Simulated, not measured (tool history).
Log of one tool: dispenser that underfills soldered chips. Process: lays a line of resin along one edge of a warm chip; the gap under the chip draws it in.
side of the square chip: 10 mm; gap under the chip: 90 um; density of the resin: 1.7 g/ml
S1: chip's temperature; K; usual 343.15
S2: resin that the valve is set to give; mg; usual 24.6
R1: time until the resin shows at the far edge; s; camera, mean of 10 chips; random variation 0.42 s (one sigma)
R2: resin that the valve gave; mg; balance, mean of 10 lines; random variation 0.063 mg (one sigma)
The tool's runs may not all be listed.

run	hour	S1	S2	R1	R2
1	0.0	343.15	24.6	36.5	24.63
2	4.2	343.15	24.6	41.2	24.42
# hour 7.3: new syringe of resin
3	8.5	343.15	24.6	28.9	24.49
4	13.5	343.15	24.6	33.4	24.46
5	16.4	343.15	24.6	36.9	24.36
6	22.5	330.15	24.6	62.9	24.32
# hour 23.3: new syringe of resin
7	27.8	337.15	24.6	39.7	24.40
8	33.1	337.15	24.6	44.4	24.37
# hour 39.4: new syringe of resin
9	40.5	357.15	24.2	18.5	23.86
10	45.1	341.15	21.1	37.1	20.76
11	50.9	350.15	24.1	31.7	23.72
12	53.9	339.15	25.6	47.0	25.32
# hour 55.4: new syringe of resin
13	60.2	339.15	25.6	36.7	25.09
# hour 63.5: dispensing valve cleaned and set on the balance
14	66.5	339.15	25.6	43.2	25.50
15	71.6	335.15	28.1	55.8	27.94

Forecast each of these 4 alternatives for the next run:
# hour 72.4: new syringe of resin
A	78.5	335.15	22.1	?	?
# hour 72.4: new syringe of resin
B	78.5	335.15	26.0	?	?
# hour 72.4: new syringe of resin
C	78.5	347.15	24.6	?	?
# hour 72.4: new syringe of resin
D	78.5	335.15	30.2	?	?

run	R1	R2
A	44.7	21.94
B	43.0	25.95
C	30.1	24.61
D	42.8	30.21
Without the tool's hidden state the same runs would have given:
run	R1	R2
A	38.2	22.01
B	36.7	26.03
C	25.7	24.68
D	36.6	30.31

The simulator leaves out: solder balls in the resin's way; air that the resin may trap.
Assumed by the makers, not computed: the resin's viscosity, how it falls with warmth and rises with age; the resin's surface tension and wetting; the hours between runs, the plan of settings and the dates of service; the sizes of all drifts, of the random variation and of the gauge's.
